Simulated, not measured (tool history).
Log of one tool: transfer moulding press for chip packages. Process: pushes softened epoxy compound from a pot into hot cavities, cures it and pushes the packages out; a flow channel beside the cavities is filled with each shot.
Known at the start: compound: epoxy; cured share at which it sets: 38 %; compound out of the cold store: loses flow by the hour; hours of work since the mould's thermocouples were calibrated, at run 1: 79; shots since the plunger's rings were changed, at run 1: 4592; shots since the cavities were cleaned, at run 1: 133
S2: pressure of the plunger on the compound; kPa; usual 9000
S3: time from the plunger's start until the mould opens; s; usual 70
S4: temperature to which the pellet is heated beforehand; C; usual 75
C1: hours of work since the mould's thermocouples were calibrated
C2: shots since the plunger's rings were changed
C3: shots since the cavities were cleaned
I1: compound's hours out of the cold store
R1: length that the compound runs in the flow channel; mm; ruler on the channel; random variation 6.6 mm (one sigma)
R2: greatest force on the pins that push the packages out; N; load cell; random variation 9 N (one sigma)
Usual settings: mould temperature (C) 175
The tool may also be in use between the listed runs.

{"run": 1, "hour": 0.0, "mould temperature (C)": 175, "S2": 9000, "S3": 70, "S4": 75, "C1": 79, "C2": 4592, "C3": 133, "I1": 10.2, "R1": 740, "R2": 506}
{"run": 2, "hour": 39.5, "mould temperature (C)": 175, "S2": 8580, "S3": 70, "S4": 75, "C1": 96, "C2": 4946, "C3": 487, "I1": 10.7, "R1": 725, "R2": 607}
{"run": 3, "hour": 82.7, "mould temperature (C)": 175, "S2": 8580, "S3": 70, "S4": 75, "C1": 114, "C2": 5333, "C3": 874, "I1": 43.5, "R1": 670, "R2": 640}
{"hour": 87.9, "done": "cavities cleaned with cleaning compound and waxed"}
{"run": 4, "hour": 133.4, "mould temperature (C)": 175, "S2": 9000, "S3": 70, "S4": 75, "C1": 135, "C2": 5774, "C3": 408, "I1": 34.0, "R1": 696, "R2": 558}
{"hour": 159.2, "done": "plunger's sealing rings changed"}
{"run": 5, "hour": 177.6, "mould temperature (C)": 175, "S2": 9000, "S3": 70, "S4": 75, "C1": 153, "C2": 164, "C3": 781, "I1": 42.6, "R1": 728, "R2": 601}
{"hour": 194.8, "done": "cavities cleaned with cleaning compound and waxed"}
{"run": 6, "hour": 226.7, "mould temperature (C)": 175, "S2": 9000, "S3": 74, "S4": 75, "C1": 174, "C2": 591, "C3": 286, "I1": 33.7, "R1": 732, "R2": 444}
{"run": 7, "hour": 268.5, "mould temperature (C)": 175, "S2": 9000, "S3": 70, "S4": 75, "C1": 191, "C2": 965, "C3": 660, "I1": 19.2, "R1": 765, "R2": 600}
{"run": 8, "hour": 292.5, "mould temperature (C)": 175, "S2": 9000, "S3": 70, "S4": 75, "C1": 202, "C2": 1181, "C3": 876, "I1": 20.7, "R1": 758, "R2": 640}
{"hour": 296.1, "done": "cavities cleaned with cleaning compound and waxed"}
{"run": 9, "hour": 326.8, "mould temperature (C)": 175, "S2": 9000, "S3": 94, "S4": 75, "C1": 216, "C2": 1474, "C3": 274, "I1": 24.9, "R1": 739, "R2": 327}
{"run": 10, "hour": 351.6, "mould temperature (C)": 175, "S2": 9000, "S3": 94, "S4": 75, "C1": 226, "C2": 1697, "C3": 497, "I1": 17.8, "R1": 765, "R2": 346}
{"run": 11, "hour": 393.4, "mould temperature (C)": 175, "S2": 9000, "S3": 94, "S4": 75, "C1": 244, "C2": 2072, "C3": 872, "I1": 32.0, "R1": 759, "R2": 389}
{"hour": 397.6, "done": "cavities cleaned with cleaning compound and waxed"}
{"run": 12, "hour": 422.2, "mould temperature (C)": 175, "S2": 9000, "S3": 60, "S4": 75, "C1": 256, "C2": 2316, "C3": 220, "I1": 17.8, "R1": 761, "R2": 800}
{"run": 13, "hour": 462.1, "mould temperature (C)": 175, "S2": 9000, "S3": 60, "S4": 75, "C1": 273, "C2": 2674, "C3": 578, "I1": 35.2, "R1": 726, "R2": 901}
{"hour": 499.9, "done": "cavities cleaned with cleaning compound and waxed"}
{"run": 14, "hour": 509.4, "mould temperature (C)": 175, "S2": 9000, "S3": 60, "S4": 75, "C1": 292, "C2": 3084, "C3": 85, "I1": 12.3, "R1": 758, "R2": 724}
{"run": 15, "hour": 554.2, "mould temperature (C)": 175, "S2": 9000, "S3": 60, "S4": 75, "C1": 312, "C2": 3486, "C3": 487, "I1": 33.5, "R1": 705, "R2": 884}
{"run": 16, "hour": 593.6, "mould temperature (C)": 175, "S2": 9000, "S3": 60, "S4": 75, "C1": 328, "C2": 3839, "C3": 840, "I1": 17.5, "R1": 735, "R2": 1038}
{"hour": 603.0, "done": "cavities cleaned with cleaning compound and waxed"}
{"run": 17, "hour": 637.1, "mould temperature (C)": 175, "S2": 9000, "S3": 60, "S4": 75, "C1": 346, "C2": 4215, "C3": 306, "I1": 47.6, "R1": 692, "R2": 789}
{"run": 18, "hour": 671.8, "mould temperature (C)": 175, "S2": 7180, "S3": 70, "S4": 75, "C1": 361, "C2": 4526, "C3": 617, "I1": 40.1, "R1": 631, "R2": 569}
{"hour": 705.6, "done": "cavities cleaned with cleaning compound and waxed"}
{"run": 19, "hour": 720.4, "mould temperature (C)": 175, "S2": 7160, "S3": 70, "S4": 66, "C1": 381, "C2": 4949, "C3": 134, "I1": 43.0, "R1": 618, "R2": 462}
{"run": 20, "hour": 749.7, "mould temperature (C)": 175, "S2": 7160, "S3": 70, "S4": 66, "C1": 394, "C2": 5211, "C3": 396, "I1": 30.5, "R1": 632, "R2": 552}
{"run": 21, "hour": 773.2, "mould temperature (C)": 171, "S2": 9000, "S3": 70, "S4": 83, "C1": 404, "C2": 5421, "C3": 606, "I1": 12.8, "R1": 730, "R2": 799}
{"hour": 810.1, "done": "cavities cleaned with cleaning compound and waxed"}
{"run": 22, "hour": 816.8, "mould temperature (C)": 176, "S2": 7060, "S3": 62, "S4": 78, "C1": 422, "C2": 5798, "C3": 59, "I1": 19.0, "R1": 636, "R2": 563}
{"hour": 825.9, "done": "mould's thermocouples calibrated"}
{"hour": 842.8, "done": "plunger's sealing rings changed"}
{"run": 23, "hour": 865.6, "mould temperature (C)": 176, "S2": 7060, "S3": 62, "S4": 78, "C1": 16, "C2": 205, "C3": 457, "I1": 25.3, "R1": 668, "R2": 734}
{"run": 24, "hour": 898.3, "mould temperature (C)": 171, "S2": 9050, "S3": 86, "S4": 76, "C1": 30, "C2": 498, "C3": 750, "I1": 33.6, "R1": 763, "R2": 513}
{"hour": 918.2, "done": "cavities cleaned with cleaning compound and waxed"}
{"run": 25, "hour": 926.1, "mould temperature (C)": 168, "S2": 7540, "S3": 63, "S4": 68, "C1": 41, "C2": 733, "C3": 70, "I1": 45.0, "R1": 692, "R2": 962}
{"run": 26, "hour": 958.0, "mould temperature (C)": 168, "S2": 7540, "S3": 63, "S4": 68, "C1": 55, "C2": 1019, "C3": 356, "I1": 10.4, "R1": 732, "R2": 1270}
{"run": 27, "hour": 1003.5, "mould temperature (C)": 168, "S2": 9840, "S3": 73, "S4": 68, "C1": 74, "C2": 1427, "C3": 764, "I1": 22.8, "R1": 822, "R2": 1019}
{"hour": 1020.2, "done": "cavities cleaned with cleaning compound and waxed"}
{"run": 28, "hour": 1043.1, "mould temperature (C)": 168, "S2": 9870, "S3": 57, "S4": 85, "C1": 90, "C2": 1768, "C3": 205, "I1": 21.5, "R1": 812, "R2": 1292}
{"run": 29, "hour": 1074.2, "mould temperature (C)": 168, "S2": 9540, "S3": 57, "S4": 85, "C1": 104, "C2": 2047, "C3": 484, "I1": 27.6, "R1": 781, "R2": 1434}

Forecast each of these 3 alternatives for the next run:
{"run": "A", "hour": 1110.0, "mould temperature (C)": 180, "S2": 9000, "S3": 87, "S4": 75, "C1": 119, "C2": 2368, "C3": 805, "I1": 46.3, "R1": "?", "R2": "?"}
{"run": "B", "hour": 1110.0, "mould temperature (C)": 181, "S2": 9540, "S3": 57, "S4": 85, "C1": 119, "C2": 2368, "C3": 805, "I1": 43.4, "R1": "?", "R2": "?"}
{"run": "C", "hour": 1110.0, "mould temperature (C)": 173, "S2": 9540, "S3": 55, "S4": 85, "C1": 119, "C2": 2368, "C3": 805, "I1": 12.6, "R1": "?", "R2": "?"}

run=A R1=691 R2=367
run=B R1=710 R2=666
run=C R1=777 R2=1351
Without the tool's hidden state the same runs would have given:
run=A R1=713 R2=236
run=B R1=733 R2=443
run=C R1=802 R2=890
